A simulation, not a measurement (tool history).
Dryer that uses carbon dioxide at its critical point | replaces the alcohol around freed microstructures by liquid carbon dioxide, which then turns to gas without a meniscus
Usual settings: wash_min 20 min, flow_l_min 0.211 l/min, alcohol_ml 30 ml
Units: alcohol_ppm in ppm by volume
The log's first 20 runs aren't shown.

run,hour,wash_min,flow_l_min,alcohol_ml,alcohol_ppm
21,630,12,0.139,111,13141
22,655.8,16,0.167,90,2082
23,699.7,16,0.167,90,2095
24,740.4,16,0.167,90,2240
# hour 764.5: inlet filter changed
25,781.4,17,0.267,42,159
26,801.7,28,0.139,32,215
27,823.4,28,0.139,32,224
28,863.3,28,0.139,32,238
29,892.4,28,0.142,32,240
30,925.3,13,0.211,81,1698
# hour 930.6: purifier's bed changed
31,957.8,14,0.182,30,850
32,989.2,15,0.133,41,3097
33,1029.3,15,0.133,41,3136
# hour 1033.2: inlet filter changed
34,1049.2,15,0.289,115,119
35,1067.5,14,0.211,68,776
36,1087.9,24,0.355,48,28
37,1128.5,17,0.32,30,37
38,1146.6,21,0.235,22,41

Forecast each of these 3 alternatives for the next run:
A,1185.1,13,0.248,22,?
B,1185.1,20,0.211,80,?
C,1185.1,20,0.212,56,?

run,alcohol_ppm
A,218
B,161
C,114
Without the tool's hidden state the same runs would have given:
run,alcohol_ppm
A,149
B,97
C,58
